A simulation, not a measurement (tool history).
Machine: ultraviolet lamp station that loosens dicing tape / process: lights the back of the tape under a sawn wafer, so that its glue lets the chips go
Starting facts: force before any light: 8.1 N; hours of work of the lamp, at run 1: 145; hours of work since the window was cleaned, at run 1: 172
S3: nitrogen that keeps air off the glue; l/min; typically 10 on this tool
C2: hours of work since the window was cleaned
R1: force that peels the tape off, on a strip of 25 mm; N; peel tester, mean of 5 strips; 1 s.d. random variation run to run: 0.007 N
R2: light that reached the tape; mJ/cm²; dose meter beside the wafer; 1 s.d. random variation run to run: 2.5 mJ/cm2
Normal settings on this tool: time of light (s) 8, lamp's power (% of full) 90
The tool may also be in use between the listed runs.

{"run": 1, "hour": 0.0, "time of light (s)": 8, "lamp's power (% of full)": 90, "S3": 10, "hours of work of the lamp": 145, "C2": 172, "R1": 0.322, "R2": 268}
{"run": 2, "hour": 11.8, "time of light (s)": 8, "lamp's power (% of full)": 90, "S3": 10, "hours of work of the lamp": 153, "C2": 180, "R1": 0.318, "R2": 269}
{"run": 3, "hour": 18.9, "time of light (s)": 8, "lamp's power (% of full)": 90, "S3": 11, "hours of work of the lamp": 157, "C2": 185, "R1": 0.292, "R2": 269}
{"run": 4, "hour": 29.7, "time of light (s)": 8, "lamp's power (% of full)": 90, "S3": 11, "hours of work of the lamp": 165, "C2": 192, "R1": 0.315, "R2": 271}
{"run": 5, "hour": 37.6, "time of light (s)": 14, "lamp's power (% of full)": 90, "S3": 10, "hours of work of the lamp": 170, "C2": 197, "R1": 0.093, "R2": 465}
{"run": 6, "hour": 49.5, "time of light (s)": 8, "lamp's power (% of full)": 90, "S3": 10, "hours of work of the lamp": 178, "C2": 205, "R1": 0.336, "R2": 265}
{"run": 7, "hour": 59.4, "time of light (s)": 10, "lamp's power (% of full)": 90, "S3": 10, "hours of work of the lamp": 185, "C2": 212, "R1": 0.185, "R2": 330}
{"run": 8, "hour": 70.2, "time of light (s)": 10, "lamp's power (% of full)": 90, "S3": 10, "hours of work of the lamp": 192, "C2": 219, "R1": 0.198, "R2": 333}
{"run": 9, "hour": 76.1, "time of light (s)": 10, "lamp's power (% of full)": 93, "S3": 10, "hours of work of the lamp": 196, "C2": 223, "R1": 0.179, "R2": 339}
{"run": 10, "hour": 83.6, "time of light (s)": 10, "lamp's power (% of full)": 93, "S3": 10, "hours of work of the lamp": 201, "C2": 228, "R1": 0.19, "R2": 342}
{"run": 11, "hour": 89.0, "time of light (s)": 4, "lamp's power (% of full)": 81, "S3": 20, "hours of work of the lamp": 204, "C2": 231, "R1": 1.538, "R2": 116}
{"run": 12, "hour": 101.9, "time of light (s)": 8, "lamp's power (% of full)": 68, "S3": 5, "hours of work of the lamp": 213, "C2": 240, "R1": 0.946, "R2": 196}
{"run": 13, "hour": 110.5, "time of light (s)": 8, "lamp's power (% of full)": 73, "S3": 5, "hours of work of the lamp": 219, "C2": 246, "R1": 0.884, "R2": 213}
{"run": 14, "hour": 119.6, "time of light (s)": 8, "lamp's power (% of full)": 73, "S3": 5, "hours of work of the lamp": 225, "C2": 252, "R1": 0.843, "R2": 211}
{"run": 15, "hour": 128.6, "time of light (s)": 8, "lamp's power (% of full)": 90, "S3": 14, "hours of work of the lamp": 231, "C2": 258, "R1": 0.316, "R2": 259}

Results for each run, recomputed without the tool's hidden state and with each run's random variation untouched:
What the log doesn't record here: lamp's light, % of a new lamp's; light that the window lets through, % of a clean one's; drift of the gauge itself on peel_n, %; drift of the gauge itself on dose_mj_cm2, %.
run=1 R1=0.245 R2=299
run=2 R1=0.234 R2=300
run=3 R1=0.214 R2=301
run=4 R1=0.230 R2=305
run=5 R1=0.082 R2=525
run=6 R1=0.242 R2=300
run=7 R1=0.137 R2=376
run=8 R1=0.147 R2=380
run=9 R1=0.132 R2=388
run=10 R1=0.142 R2=393
run=11 R1=1.209 R2=134
run=12 R1=0.695 R2=227
run=13 R1=0.635 R2=247
run=14 R1=0.600 R2=246
run=15 R1=0.212 R2=302
